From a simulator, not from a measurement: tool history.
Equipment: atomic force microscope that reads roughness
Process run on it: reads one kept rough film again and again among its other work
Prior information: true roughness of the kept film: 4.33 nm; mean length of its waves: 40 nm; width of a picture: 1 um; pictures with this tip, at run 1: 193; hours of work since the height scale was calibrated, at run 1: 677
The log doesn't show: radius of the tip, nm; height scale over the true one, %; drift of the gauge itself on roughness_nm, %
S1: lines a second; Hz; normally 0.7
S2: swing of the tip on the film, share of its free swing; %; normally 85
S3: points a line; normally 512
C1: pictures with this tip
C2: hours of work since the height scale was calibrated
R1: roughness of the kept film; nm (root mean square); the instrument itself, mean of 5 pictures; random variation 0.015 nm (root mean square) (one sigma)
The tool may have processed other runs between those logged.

run 1 hour=0 | S1=0.7 S2=85 S3=512 | C1=193 C2=677 | R1=3.274
-- hour=27.1 new tip fitted
run 2 hour=27.5 | S1=0.691 S2=85 S3=512 | C1=1 C2=692 | R1=3.525
run 3 hour=56.8 | S1=0.7 S2=85 S3=512 | C1=47 C2=708 | R1=3.469
run 4 hour=82.5 | S1=0.7 S2=85 S3=512 | C1=88 C2=722 | R1=3.408
run 5 hour=113.3 | S1=3.714 S2=85 S3=512 | C1=136 C2=738 | R1=2.401
run 6 hour=133 | S1=0.7 S2=85 S3=512 | C1=167 C2=749 | R1=3.283
run 7 hour=158 | S1=0.7 S2=85 S3=512 | C1=207 C2=762 | R1=3.213
-- hour=174.8 new tip fitted
run 8 hour=190.3 | S1=0.7 S2=85 S3=512 | C1=24 C2=780 | R1=3.477
run 9 hour=210.9 | S1=0.7 S2=61 S3=512 | C1=57 C2=791 | R1=3.693
run 10 hour=226.9 | S1=0.7 S2=61 S3=512 | C1=82 C2=799 | R1=3.65
run 11 hour=253.1 | S1=0.7 S2=61 S3=794 | C1=123 C2=814 | R1=3.606
run 12 hour=271 | S1=0.57 S2=85 S3=512 | C1=152 C2=823 | R1=3.344
run 13 hour=299.8 | S1=0.57 S2=85 S3=512 | C1=197 C2=839 | R1=3.3
run 14 hour=315.5 | S1=0.57 S2=85 S3=512 | C1=222 C2=848 | R1=3.268
-- hour=323.1 new tip fitted
run 15 hour=337.5 | S1=0.7 S2=85 S3=646 | C1=23 C2=859 | R1=3.483
run 16 hour=367.7 | S1=0.7 S2=85 S3=646 | C1=70 C2=875 | R1=3.417
run 17 hour=396 | S1=0.759 S2=85 S3=512 | C1=115 C2=891 | R1=3.305
run 18 hour=416 | S1=0.759 S2=85 S3=512 | C1=147 C2=902 | R1=3.278
run 19 hour=433.7 | S1=0.759 S2=64 S3=512 | C1=175 C2=911 | R1=3.464
run 20 hour=452.2 | S1=0.7 S2=85 S3=512 | C1=204 C2=921 | R1=3.222
-- hour=472.4 new tip fitted
run 21 hour=479.7 | S1=2.714 S2=85 S3=512 | C1=11 C2=936 | R1=2.803
run 22 hour=500.9 | S1=2.714 S2=85 S3=512 | C1=45 C2=947 | R1=2.736
run 23 hour=528.9 | S1=2.714 S2=85 S3=512 | C1=89 C2=963 | R1=2.688
run 24 hour=557 | S1=2.162 S2=85 S3=512 | C1=134 C2=978 | R1=2.812
run 25 hour=588.7 | S1=2.162 S2=85 S3=512 | C1=184 C2=995 | R1=2.753
run 26 hour=611.8 | S1=2.162 S2=77 S3=415 | C1=220 C2=1008 | R1=2.912
-- hour=622.5 new tip fitted
run 27 hour=635.8 | S1=1.534 S2=62 S3=916 | C1=21 C2=1020 | R1=3.594
run 28 hour=654.8 | S1=3.751 S2=62 S3=629 | C1=51 C2=1031 | R1=3.289
run 29 hour=668.8 | S1=0.7 S2=78 S3=512 | C1=73 C2=1038 | R1=3.491
run 30 hour=688.4 | S1=3.256 S2=71 S3=798 | C1=104 C2=1049 | R1=3.021
run 31 hour=705.1 | S1=2.163 S2=77 S3=571 | C1=131 C2=1058 | R1=3.058
run 32 hour=735.4 | S1=1.168 S2=77 S3=764 | C1=179 C2=1074 | R1=3.231
run 33 hour=762.9 | S1=1.888 S2=65 S3=1004 | C1=222 C2=1089 | R1=3.214
-- hour=770.6 new tip fitted
run 34 hour=788 | S1=1.316 S2=90 S3=952 | C1=28 C2=1102 | R1=3.097
run 35 hour=813.3 | S1=1.316 S2=90 S3=622 | C1=68 C2=1116 | R1=3.028
run 36 hour=841 | S1=1.316 S2=90 S3=622 | C1=112 C2=1131 | R1=2.996
run 37 hour=865.4 | S1=1.835 S2=80 S3=373 | C1=150 C2=1144 | R1=2.973
run 38 hour=890.3 | S1=2.403 S2=88 S3=298 | C1=189 C2=1158 | R1=2.563
run 39 hour=913.2 | S1=2.953 S2=75 S3=284 | C1=226 C2=1170 | R1=2.787
-- hour=920.2 new tip fitted
run 40 hour=935.9 | S1=2.953 S2=75 S3=284 | C1=25 C2=1182 | R1=3.032
run 41 hour=953 | S1=1.74 S2=86 S3=283 | C1=52 C2=1192 | R1=2.981
run 42 hour=983.8 | S1=1.656 S2=80 S3=886 | C1=100 C2=1208 | R1=3.117
run 43 hour=1014.1 | S1=2.095 S2=74 S3=874 | C1=148 C2=1225 | R1=3.086
run 44 hour=1029.9 | S1=2.095 S2=74 S3=874 | C1=173 C2=1233 | R1=3.076
run 45 hour=1049 | S1=2.095 S2=74 S3=874 | C1=203 C2=1244 | R1=3.032
-- hour=1069.8 new tip fitted
run 46 hour=1082.2 | S1=2.777 S2=71 S3=874 | C1=20 C2=1261 | R1=3.198
run 47 hour=1112.1 | S1=0.7 S2=57 S3=726 | C1=67 C2=1278 | R1=3.671

Estimate the outcome of run 48 from the log above:
run 48 hour=1136.6 | S1=0.7 S2=57 S3=726 | C1=106 C2=1291 | R1=?

{"run 48": {"R1": 3.617}}
With no hidden state in the tool, this same run would have given R1 3.841 nm (root mean square).

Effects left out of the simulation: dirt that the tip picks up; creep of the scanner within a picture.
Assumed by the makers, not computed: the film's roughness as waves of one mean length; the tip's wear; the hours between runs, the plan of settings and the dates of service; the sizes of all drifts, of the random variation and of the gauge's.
